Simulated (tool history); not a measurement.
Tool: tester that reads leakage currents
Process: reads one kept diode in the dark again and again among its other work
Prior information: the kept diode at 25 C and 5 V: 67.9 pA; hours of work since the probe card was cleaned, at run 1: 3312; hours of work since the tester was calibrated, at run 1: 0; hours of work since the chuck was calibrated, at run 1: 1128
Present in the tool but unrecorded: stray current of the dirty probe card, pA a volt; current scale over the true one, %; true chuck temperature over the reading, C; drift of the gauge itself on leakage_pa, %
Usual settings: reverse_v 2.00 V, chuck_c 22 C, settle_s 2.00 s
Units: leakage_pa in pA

run      day  reverse_v  chuck_c  settle_s  hours of work since the probe card was cleaned  hours of work since the tester was calibrated  hours of work since the chuck was calibrated  leakage_pa
  1    0.000       2.00       22      2.00                                            3312                                              0                                          1128       44.24
  2    7.233       2.00       22      2.00                                            3448                                            136                                          1264       45.02
       8.354  -- probe card cleaned and baked
  3   12.771       2.00       22      2.00                                              83                                            238                                          1366       43.18
  4   20.829       2.00       22      2.00                                             234                                            389                                          1518       43.90
  5   28.033       2.00       22      2.00                                             370                                            525                                          1653       44.98
  6   32.550       2.00       22      2.00                                             455                                            609                                          1738       45.42
      33.625  -- chuck's temperature calibrated
  7   42.267       2.00       22      2.00                                             636                                            790                                           162       37.25
  8   47.354       2.00       22      0.33                                             731                                            886                                           258       38.20
  9   57.608       2.00       22      0.33                                             924                                           1079                                           451       39.20
 10   67.783       2.00       22      0.33                                            1115                                           1270                                           642       40.54
 11   76.800       2.00       22      0.33                                            1285                                           1439                                           811       41.32
 12   83.983       2.00       22      0.33                                            1420                                           1574                                           946       42.54
 13   90.712       2.00       22      0.33                                            1546                                           1701                                          1073       43.00
 14   97.188       2.38       22      0.33                                            1668                                           1823                                          1195       46.81
 15  103.346       5.58       40      0.34                                            1784                                           1938                                          1310      328.19
 16  110.029      17.72       21      3.70                                            1909                                           2064                                          1436      105.57

The logged runs with the hidden state left out (each run's random variation unchanged):
run  leakage_pa
  1       35.78
  2       35.68
  3       35.97
  4       35.65
  5       35.75
  6       35.61
  7       35.93
  8       36.31
  9       36.24
 10       36.36
 11       36.17
 12       36.48
 13       36.21
 14       38.64
 15      277.22
 16       76.12
